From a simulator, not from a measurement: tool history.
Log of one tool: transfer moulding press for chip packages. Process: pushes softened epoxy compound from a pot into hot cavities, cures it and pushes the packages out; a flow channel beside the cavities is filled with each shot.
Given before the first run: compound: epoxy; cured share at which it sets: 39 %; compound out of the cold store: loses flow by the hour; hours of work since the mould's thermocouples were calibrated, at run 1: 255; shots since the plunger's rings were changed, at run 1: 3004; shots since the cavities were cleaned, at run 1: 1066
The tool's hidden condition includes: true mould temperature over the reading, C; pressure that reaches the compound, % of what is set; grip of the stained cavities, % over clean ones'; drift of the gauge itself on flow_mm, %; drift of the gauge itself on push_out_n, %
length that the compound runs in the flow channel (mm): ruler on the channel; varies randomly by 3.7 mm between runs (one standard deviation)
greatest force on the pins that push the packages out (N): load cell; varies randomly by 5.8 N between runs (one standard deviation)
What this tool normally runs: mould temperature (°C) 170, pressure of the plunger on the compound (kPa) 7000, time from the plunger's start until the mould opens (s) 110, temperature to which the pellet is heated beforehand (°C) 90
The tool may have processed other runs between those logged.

run,hour,mould temperature (°C),pressure of the plunger on the compound (kPa),time from the plunger's start until the mould opens (s),temperature to which the pellet is heated beforehand (°C),hours of work since the mould's thermocouples were calibrated,shots since the plunger's rings were changed,shots since the cavities were cleaned,incoming compound's hours out of the cold store,length that the compound runs in the flow channel (mm),greatest force on the pins that push the packages out (N)
1,0,170,7000,110,90,255,3004,1066,39.4,759,432
# hour 6.1: cavities cleaned with cleaning compound and waxed
2,58.2,170,7000,110,90,298,3734,672,37.9,761,371
# hour 66.5: plunger's sealing rings changed
# hour 98.3: cavities cleaned with cleaning compound and waxed
3,107.2,170,5940,110,90,333,505,114,17.9,768,250
4,153.6,170,7000,115,90,369,1103,712,23.6,813,377
# hour 169.9: mould's thermocouples calibrated
# hour 190.3: cavities cleaned with cleaning compound and waxed
5,191,170,7000,134,90,15,1540,9,21.1,815,194
6,226.6,170,7000,134,90,42,1999,468,30.9,793,307
7,272.6,170,7000,140,90,78,2592,1061,23.1,810,355
# hour 278: cavities cleaned with cleaning compound and waxed
# hour 321.7: mould's thermocouples calibrated, once more
8,327.1,170,7000,110,85,4,3248,606,35,775,373
9,361.8,170,7000,110,90,31,3695,1053,41.2,758,409
# hour 368.2: cavities cleaned with cleaning compound and waxed
# hour 375.9: plunger's sealing rings changed
10,390.3,170,7000,110,90,50,185,253,45.4,767,293
11,439.6,170,7000,110,90,87,820,888,44.2,767,394
# hour 460.9: cavities cleaned with cleaning compound and waxed
12,490,170,7000,123,90,125,1449,373,13.8,842,289
13,529.3,170,7000,123,90,155,1956,880,25.3,806,370
# hour 550.8: cavities cleaned with cleaning compound and waxed
14,558.7,170,7000,123,90,176,2316,102,16.5,828,228
15,584.9,170,7000,103,99,197,2653,439,10.8,834,358
16,618.1,170,7350,103,99,222,3080,866,26,806,406
# hour 640.7: cavities cleaned with cleaning compound and waxed
17,672.2,164,7000,134,91,262,3759,406,31.1,803,331
# hour 679.7: plunger's sealing rings changed
18,701.9,164,7000,134,91,283,286,756,13.3,880,396
# hour 734.1: cavities cleaned with cleaning compound and waxed
19,751.9,177,7000,110,80,321,911,230,32.2,770,251
20,802.8,173,7000,110,82,360,1566,885,28.9,792,370
# hour 823.6: cavities cleaned with cleaning compound and waxed
# hour 831.9: mould's thermocouples calibrated
21,841.2,173,7000,110,82,7,2016,201,16.7,823,268
22,865,166,7000,125,82,25,2322,507,47.8,772,360
23,898,170,6780,111,90,51,2748,933,46.5,741,397
# hour 913.2: cavities cleaned with cleaning compound and waxed
24,951.9,172,7000,110,93,91,3423,499,15.1,810,332
# hour 985.2: plunger's sealing rings changed
# hour 1004.1: cavities cleaned with cleaning compound and waxed
25,1004.1,174,7000,143,99,128,224,0,10.2,842,178
26,1045.2,167,7050,136,81,159,754,530,28.7,821,319
27,1085.3,173,7000,110,90,190,1271,1047,34.2,778,366

Forecast each of these 4 alternatives for the next run:
# hour 1093.7: cavities cleaned with cleaning compound and waxed
A,1112,163,7000,113,90,210,1595,236,33.7,?,?
# hour 1093.7: cavities cleaned with cleaning compound and waxed
B,1112,170,6290,120,95,210,1595,236,21.7,?,?
# hour 1093.7: cavities cleaned with cleaning compound and waxed
C,1112,173,5550,110,91,210,1595,236,22,?,?
# hour 1093.7: cavities cleaned with cleaning compound and waxed
D,1112,176,7000,106,96,210,1595,236,47.7,?,?

run,length that the compound runs in the flow channel (mm),greatest force on the pins that push the packages out (N)
A,819,429
B,775,276
C,718,263
D,731,257
Stripped of hidden state, with their random variation kept, the same runs would have yielded:
run,length that the compound runs in the flow channel (mm),greatest force on the pins that push the packages out (N)
A,835,326
B,790,203
C,731,193
D,745,189
